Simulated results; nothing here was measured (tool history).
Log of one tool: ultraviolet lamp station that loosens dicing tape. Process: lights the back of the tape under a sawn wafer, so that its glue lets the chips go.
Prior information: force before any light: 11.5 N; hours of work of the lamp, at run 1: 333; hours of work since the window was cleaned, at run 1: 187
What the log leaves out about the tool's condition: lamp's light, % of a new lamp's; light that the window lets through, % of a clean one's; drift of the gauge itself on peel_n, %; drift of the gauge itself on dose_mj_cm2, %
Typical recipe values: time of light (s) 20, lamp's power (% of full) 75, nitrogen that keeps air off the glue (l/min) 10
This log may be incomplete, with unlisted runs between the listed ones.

run	hour	time of light (s)	lamp's power (% of full)	nitrogen that keeps air off the glue (l/min)	hours of work of the lamp	hours of work since the window was cleaned	force that peels the tape off (N)	light that reached the tape (mJ/cm2)
1	0	20	75	10	333	187	0.407	458
2	32.9	20	75	10	349	203	0.415	453
3	59.1	20	75	10	362	216	0.422	453
4	85.3	20	75	10	375	229	0.416	449
5	109.1	20	75	10	387	241	0.435	444
6	145.1	20	75	10	405	259	0.435	446
7	167.4	20	75	10	416	270	0.449	447
8	205.3	11	75	10	435	288	1.845	239
9	230.1	11	75	10	447	301	1.949	245
10	253	20	75	10	459	312	0.479	440
11	272.9	37	75	10	469	322	0.088	798
12	291.9	37	75	10	478	331	0.099	799
# hour 295.4: window cleaned of glue's vapour
13	308.2	37	75	10	486	6	0.085	770
14	340	37	75	10	502	22	0.092	776
15	368.5	20	75	10	516	36	0.519	417
16	390.5	20	75	15	527	47	0.34	414
17	425.9	20	75	15	544	65	0.366	409
18	454.6	20	75	15	558	79	0.349	414
19	492.5	20	75	15	577	98	0.351	409
# hour 504.7: window cleaned of glue's vapour, once more
20	521.8	20	75	15	592	8	0.271	446
21	541.2	20	75	15	601	18	0.268	449
22	569.9	27	63	10	615	32	0.315	504
23	601.5	23	69	7	631	48	0.595	466
24	629.1	19	75	5	645	62	1.176	422
25	645.3	13	98	10	653	70	0.723	377
26	680.6	13	98	10	670	87	0.718	372
27	699.1	10	97	10	680	96	1.37	282
28	728.5	10	97	10	694	111	1.394	280
29	752.2	10	97	10	706	123	1.483	282
30	775.4	10	97	10	717	134	1.448	281
31	810.2	20	70	8	735	152	0.774	400
32	847.1	11	85	10	753	170	1.563	268
33	882.7	11	85	10	771	188	1.623	261
34	910	38	63	12	784	201	0.117	672
35	928	20	75	5	793	210	1.141	418
36	954.9	20	75	5	806	223	1.126	424
37	971.4	20	75	5	815	232	1.155	414
38	996.4	20	75	5	827	244	1.153	410
39	1024.4	20	75	5	841	258	1.186	415
40	1047.3	20	75	5	852	269	1.171	405
41	1074.7	20	75	5	866	283	1.202	409
42	1093.3	20	75	10	875	292	0.554	403

Consider 3 possible next runs. They are alternatives, not a sequence: every one starts from the tool as it was left by run 42. What does each give?
A	1131.2	24	75	17	894	311	?	?
B	1131.2	15	75	10	894	311	?	?
C	1131.2	20	75	5	894	311	?	?

run	force that peels the tape off (N)	light that reached the tape (mJ/cm2)
A	0.188	479
B	1.205	306
C	1.216	401
With the hidden condition removed and each run's random variation left untouched, the same runs would have given:
run	force that peels the tape off (N)	light that reached the tape (mJ/cm2)
A	0.103	603
B	0.695	384
C	0.708	504
